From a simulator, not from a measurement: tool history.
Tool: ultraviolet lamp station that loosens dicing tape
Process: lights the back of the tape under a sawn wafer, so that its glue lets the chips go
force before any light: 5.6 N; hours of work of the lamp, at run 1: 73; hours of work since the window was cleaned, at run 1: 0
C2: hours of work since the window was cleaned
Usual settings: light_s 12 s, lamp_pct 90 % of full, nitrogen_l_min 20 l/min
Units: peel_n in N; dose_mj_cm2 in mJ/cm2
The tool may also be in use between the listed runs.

run 1 day=0 | light_s=12 lamp_pct=90 nitrogen_l_min=20 | hours_of_work_of_the_lamp=73 C2=0 | peel_n=0.601 dose_mj_cm2=366
run 2 day=0.679 | light_s=12 lamp_pct=90 nitrogen_l_min=20 | hours_of_work_of_the_lamp=86 C2=13 | peel_n=0.615 dose_mj_cm2=355
run 3 day=1.646 | light_s=7 lamp_pct=90 nitrogen_l_min=20 | hours_of_work_of_the_lamp=105 C2=31 | peel_n=1.451 dose_mj_cm2=204
run 4 day=2.408 | light_s=7 lamp_pct=90 nitrogen_l_min=20 | hours_of_work_of_the_lamp=119 C2=46 | peel_n=1.494 dose_mj_cm2=207
run 5 day=3.192 | light_s=13 lamp_pct=90 nitrogen_l_min=20 | hours_of_work_of_the_lamp=134 C2=61 | peel_n=0.554 dose_mj_cm2=377
run 6 day=4.158 | light_s=12 lamp_pct=66 nitrogen_l_min=20 | hours_of_work_of_the_lamp=152 C2=79 | peel_n=1.127 dose_mj_cm2=256
run 7 day=5.354 | light_s=12 lamp_pct=66 nitrogen_l_min=20 | hours_of_work_of_the_lamp=175 C2=102 | peel_n=1.132 dose_mj_cm2=249
run 8 day=6.312 | light_s=12 lamp_pct=66 nitrogen_l_min=20 | hours_of_work_of_the_lamp=193 C2=120 | peel_n=1.142 dose_mj_cm2=246
run 9 day=7.108 | light_s=12 lamp_pct=90 nitrogen_l_min=20 | hours_of_work_of_the_lamp=208 C2=135 | peel_n=0.701 dose_mj_cm2=331
run 10 day=7.738 | light_s=12 lamp_pct=90 nitrogen_l_min=20 | hours_of_work_of_the_lamp=220 C2=147 | peel_n=0.703 dose_mj_cm2=330
run 11 day=8.729 | light_s=12 lamp_pct=90 nitrogen_l_min=20 | hours_of_work_of_the_lamp=239 C2=166 | peel_n=0.727 dose_mj_cm2=329
run 12 day=9.825 | light_s=12 lamp_pct=90 nitrogen_l_min=20 | hours_of_work_of_the_lamp=260 C2=187 | peel_n=0.737 dose_mj_cm2=322
-- day=9.908 window cleaned of glue's vapour
run 13 day=11.021 | light_s=12 lamp_pct=90 nitrogen_l_min=20 | hours_of_work_of_the_lamp=282 C2=21 | peel_n=0.797 dose_mj_cm2=310
run 14 day=11.829 | light_s=9 lamp_pct=68 nitrogen_l_min=20 | hours_of_work_of_the_lamp=298 C2=37 | peel_n=1.786 dose_mj_cm2=171
run 15 day=12.733 | light_s=9 lamp_pct=68 nitrogen_l_min=20 | hours_of_work_of_the_lamp=315 C2=54 | peel_n=1.78 dose_mj_cm2=171
run 16 day=13.846 | light_s=11 lamp_pct=85 nitrogen_l_min=13 | hours_of_work_of_the_lamp=336 C2=75 | peel_n=1.201 dose_mj_cm2=259
run 17 day=15.038 | light_s=7 lamp_pct=88 nitrogen_l_min=9 | hours_of_work_of_the_lamp=359 C2=97 | peel_n=2.208 dose_mj_cm2=169
run 18 day=16.133 | light_s=12 lamp_pct=80 nitrogen_l_min=20 | hours_of_work_of_the_lamp=379 C2=118 | peel_n=1.088 dose_mj_cm2=256
-- day=16.896 window cleaned of glue's vapour, once more
run 19 day=17.325 | light_s=6 lamp_pct=90 nitrogen_l_min=20 | hours_of_work_of_the_lamp=402 C2=8 | peel_n=1.796 dose_mj_cm2=172
run 20 day=17.925 | light_s=8 lamp_pct=94 nitrogen_l_min=14 | hours_of_work_of_the_lamp=413 C2=20 | peel_n=1.353 dose_mj_cm2=236
run 21 day=18.562 | light_s=8 lamp_pct=94 nitrogen_l_min=14 | hours_of_work_of_the_lamp=425 C2=32 | peel_n=1.312 dose_mj_cm2=232
run 22 day=19.442 | light_s=12 lamp_pct=61 nitrogen_l_min=26 | hours_of_work_of_the_lamp=442 C2=48 | peel_n=1.236 dose_mj_cm2=225
run 23 day=20.517 | light_s=12 lamp_pct=67 nitrogen_l_min=20 | hours_of_work_of_the_lamp=462 C2=69 | peel_n=1.103 dose_mj_cm2=245

Forecast each of these 5 alternatives for the next run:
run A day=21.471 | light_s=22 lamp_pct=90 nitrogen_l_min=20 | hours_of_work_of_the_lamp=480 C2=87 | peel_n=? dose_mj_cm2=?
run B day=21.471 | light_s=7 lamp_pct=80 nitrogen_l_min=6 | hours_of_work_of_the_lamp=480 C2=87 | peel_n=? dose_mj_cm2=?
run C day=21.471 | light_s=15 lamp_pct=81 nitrogen_l_min=19 | hours_of_work_of_the_lamp=480 C2=87 | peel_n=? dose_mj_cm2=?
run D day=21.471 | light_s=6 lamp_pct=72 nitrogen_l_min=8 | hours_of_work_of_the_lamp=480 C2=87 | peel_n=? dose_mj_cm2=?
run E day=21.471 | light_s=20 lamp_pct=62 nitrogen_l_min=31 | hours_of_work_of_the_lamp=480 C2=87 | peel_n=? dose_mj_cm2=?

run=A peel_n=0.263 dose_mj_cm2=594
run=B peel_n=2.415 dose_mj_cm2=169
run=C peel_n=0.624 dose_mj_cm2=363
run=D peel_n=2.765 dose_mj_cm2=131
run=E peel_n=0.505 dose_mj_cm2=371
Without the tool's hidden state the same runs would have given:
run=A peel_n=0.23 dose_mj_cm2=674
run=B peel_n=2.161 dose_mj_cm2=191
run=C peel_n=0.501 dose_mj_cm2=412
run=D peel_n=2.519 dose_mj_cm2=149
run=E peel_n=0.405 dose_mj_cm2=421
